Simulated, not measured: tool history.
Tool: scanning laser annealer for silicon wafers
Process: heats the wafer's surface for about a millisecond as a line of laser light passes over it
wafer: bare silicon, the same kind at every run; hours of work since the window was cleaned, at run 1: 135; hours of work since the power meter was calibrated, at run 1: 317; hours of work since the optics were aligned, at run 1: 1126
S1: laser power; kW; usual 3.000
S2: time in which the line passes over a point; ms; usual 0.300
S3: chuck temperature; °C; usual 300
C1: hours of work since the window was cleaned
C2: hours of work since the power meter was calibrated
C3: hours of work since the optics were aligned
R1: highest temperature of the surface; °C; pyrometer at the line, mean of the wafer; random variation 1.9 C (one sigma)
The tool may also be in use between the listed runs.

| run | day | S1 | S2 | S3 | C1 | C2 | C3 | R1 |
|---|---|---|---|---|---|---|---|---|
| 1 | 0.000 | 3.000 | 0.300 | 300 | 135 | 317 | 1126 | 1107 |
| 2 | 0.567 | 3.000 | 0.300 | 312 | 142 | 324 | 1132 | 1117 |
| 3 | 1.504 | 3.000 | 0.300 | 326 | 152 | 334 | 1142 | 1131 |
| 4 | 2.296 | 3.000 | 0.300 | 286 | 160 | 342 | 1151 | 1094 |
| 5 | 2.871 | 3.000 | 0.300 | 286 | 167 | 349 | 1157 | 1091 |
| 6 | 3.867 | 3.000 | 0.300 | 286 | 178 | 360 | 1168 | 1091 |
| 7 | 4.408 | 3.000 | 0.245 | 300 | 183 | 365 | 1174 | 1035 |
| 8 | 5.158 | 2.635 | 0.300 | 300 | 192 | 374 | 1182 | 993 |
| 9 | 5.971 | 3.000 | 0.300 | 300 | 201 | 382 | 1191 | 1102 |
| 10 | 6.529 | 3.000 | 0.300 | 300 | 207 | 389 | 1197 | 1108 |
| 11 | 7.283 | 3.000 | 0.300 | 300 | 215 | 397 | 1205 | 1103 |
| 12 | 7.996 | 3.000 | 0.300 | 300 | 223 | 405 | 1213 | 1103 |
| 13 | 8.817 | 3.000 | 0.300 | 334 | 232 | 414 | 1222 | 1137 |
| 14 | 9.550 | 3.009 | 0.300 | 334 | 240 | 422 | 1230 | 1142 |
| 15 | 10.546 | 3.140 | 0.300 | 269 | 250 | 432 | 1241 | 1115 |
| 16 | 11.117 | 2.981 | 0.310 | 326 | 257 | 439 | 1247 | 1136 |
|  | 11.304 | laser's power meter calibrated |
| 17 | 11.725 | 2.981 | 0.310 | 326 | 262 | 5 | 1253 | 1135 |
| 18 | 12.700 | 3.035 | 0.325 | 300 | 273 | 15 | 1263 | 1142 |
|  | 13.246 | laser's power meter calibrated, once more |
| 19 | 13.425 | 2.869 | 0.300 | 300 | 279 | 2 | 1270 | 1062 |
| 20 | 14.088 | 2.869 | 0.300 | 300 | 286 | 9 | 1277 | 1061 |
| 21 | 14.683 | 3.151 | 0.300 | 300 | 293 | 16 | 1283 | 1146 |
| 22 | 15.692 | 2.601 | 0.238 | 300 | 304 | 27 | 1294 | 905 |
| 23 | 16.362 | 3.011 | 0.248 | 289 | 311 | 34 | 1302 | 1028 |
| 24 | 17.075 | 2.881 | 0.350 | 275 | 319 | 42 | 1310 | 1094 |
| 25 | 17.625 | 2.854 | 0.377 | 315 | 325 | 48 | 1316 | 1152 |

5 ways to go on from here, each from the tool as it stands after run 25. What would each give?
| A | 18.617 | 2.904 | 0.250 | 281 | 336 | 59 | 1326 | ? |
| B | 18.617 | 2.961 | 0.236 | 311 | 336 | 59 | 1326 | ? |
| C | 18.617 | 3.245 | 0.338 | 300 | 336 | 59 | 1326 | ? |
| D | 18.617 | 2.728 | 0.316 | 266 | 336 | 59 | 1326 | ? |
| E | 18.617 | 2.903 | 0.262 | 265 | 336 | 59 | 1326 | ? |

| run | R1 |
|---|---|
| A | 987 |
| B | 1015 |
| C | 1229 |
| D | 997 |
| E | 983 |
Without the tool's hidden state the same runs would have given:
| run | R1 |
|---|---|
| A | 1014 |
| B | 1043 |
| C | 1265 |
| D | 1025 |
| E | 1012 |

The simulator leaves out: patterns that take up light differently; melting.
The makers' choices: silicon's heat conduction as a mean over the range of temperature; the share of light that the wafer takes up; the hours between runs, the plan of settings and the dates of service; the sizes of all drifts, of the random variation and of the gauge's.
